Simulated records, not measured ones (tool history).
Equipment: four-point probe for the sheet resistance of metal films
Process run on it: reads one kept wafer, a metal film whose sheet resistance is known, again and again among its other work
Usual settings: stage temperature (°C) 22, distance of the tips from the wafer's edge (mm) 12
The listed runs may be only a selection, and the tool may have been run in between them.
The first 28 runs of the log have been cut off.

run   hour  stage temperature (°C)  distance of the tips from the wafer's edge (mm)  touches since the probe head was changed  hours of work since the stage's thermometer was calibrated  sheet resistance as the instrument gives it (ohm/square)
 29  302.1                      26                                                9                                     11443                                                        1330                                                 26.969235
 30  316.9                      23                                                4                                     11947                                                        1336                                                 27.276658
 31  327.4                      23                                                4                                     12303                                                        1340                                                 27.284916
 32  339.9                      23                                               67                                     12731                                                        1346                                                 26.935141
 33  347.7                      23                                               67                                     12997                                                        1349                                                 26.932752
 34  354.6                      23                                                4                                     13230                                                        1352                                                 27.277462
 35  368.6                      23                                                4                                     13706                                                        1358                                                 27.284128
 36  378.4                      23                                                5                                     14042                                                        1362                                                 27.144983
 37  389.4                      23                                                5                                     14417                                                        1367                                                 27.165026
 38  398.7                      21                                               18                                     14732                                                        1370                                                 26.958678
 39  408.3                      22                                               18                                     15061                                                        1375                                                  26.95345
 40  415.8                      32                                               26                                     15316                                                        1378                                                 26.848719
 41  425.7                      22                                               55                                     15652                                                        1382                                                  26.92958
 42  437.5                      22                                               55                                     16056                                                        1387                                                 26.930472
 43  449.9                      29                                               42                                     16477                                                        1392                                                  26.87534
 44  463.1                      32                                               15                                     16929                                                        1398                                                  26.87757

Alternative continuations, all from the tool just after run 44; predict every row:
  A  474.4                      25                                               12                                     17313                                                        1403                                                         ?
  B  474.4                      28                                                6                                     17313                                                        1403                                                         ?
  C  474.4                      22                                                6                                     17313                                                        1403                                                         ?
  D  474.4                      28                                                3                                     17313                                                        1403                                                         ?

run  sheet resistance as the instrument gives it (ohm/square)
  A                                                 26.934699
  B                                                 27.040026
  C                                                  27.08681
  D                                                  27.50309
Had the tool no hidden state, the same runs would have come out as:
run  sheet resistance as the instrument gives it (ohm/square)
  A                                                 26.865069
  B                                                 26.969864
  C                                                 27.017122
  D                                                 27.431863

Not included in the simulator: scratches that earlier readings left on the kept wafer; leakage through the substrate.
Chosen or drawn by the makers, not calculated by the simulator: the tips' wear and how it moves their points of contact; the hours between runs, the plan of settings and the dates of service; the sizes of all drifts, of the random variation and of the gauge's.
